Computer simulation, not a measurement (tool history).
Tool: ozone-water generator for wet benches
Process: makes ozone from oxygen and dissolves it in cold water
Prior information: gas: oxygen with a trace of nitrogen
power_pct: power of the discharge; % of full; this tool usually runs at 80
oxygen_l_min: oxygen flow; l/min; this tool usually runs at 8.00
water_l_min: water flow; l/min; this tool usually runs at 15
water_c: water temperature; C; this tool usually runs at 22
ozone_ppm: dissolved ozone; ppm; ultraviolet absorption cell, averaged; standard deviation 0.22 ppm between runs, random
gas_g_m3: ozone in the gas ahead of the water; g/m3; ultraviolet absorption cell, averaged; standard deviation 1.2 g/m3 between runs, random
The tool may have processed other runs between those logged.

run     day  power_pct  oxygen_l_min  water_l_min  water_c  ozone_ppm  gas_g_m3
  1   0.000         80          8.00           15       22       30.1     212.1
  2   2.608         80          8.00           15       22       30.2     211.9
  3   4.846         88          8.00           15       22       32.2     224.0
  4   6.517         88          8.00           15       22       32.0     224.4
  5   9.679         80          8.57           15       22       29.6     203.8
  6  12.788         48          8.00           15       22       20.4     145.6
  7  15.488         80          8.00           15       22       29.6     211.1
  8  17.021         80          8.00           15       22       29.5     208.1
  9  18.808         81         10.92           10       29       27.6     179.9
 10  20.808         81         10.92           10       29       27.8     177.6
 11  23.396         90          9.00           15       22       31.2     212.0
 12  25.183         95          9.00           15       22       32.0     217.6
 13  27.283         95          9.00           15       22       32.5     220.2
 14  30.617         95          9.00           15       22       32.4     218.4
 15  32.379         95          9.00           15       22       31.8     218.5
 16  34.296         81          5.82           12       19       37.2     247.8

For each run, the measured value with the value that run would have given without the tool's hidden condition subtracted. The run-to-run variation is shared by both, the gauge scatter possibly not:
Hidden state present: yield of the discharge, % of new electrodes'; contactor's efficiency, % of a clean one's; true water temperature over the reading, C; drift of the gauge itself on ozone_ppm, %; drift of the gauge itself on gas_g_m3, %.
run  ozone_ppm  gas_g_m3
  1       -1.5      -8.7
  2       -1.7      -9.2
  3       -2.0     -10.8
  4       -2.0     -11.2
  5       -1.9     -10.2
  6       -1.0      -5.1
  7       -2.1     -11.7
  8       -2.2     -11.8
  9       -2.1     -10.6
 10       -2.1     -10.7
 11       -2.7     -14.4
 12       -2.9     -15.7
 13       -3.0     -16.4
 14       -3.1     -17.0
 15       -3.2     -17.4
 16       -3.5     -18.3
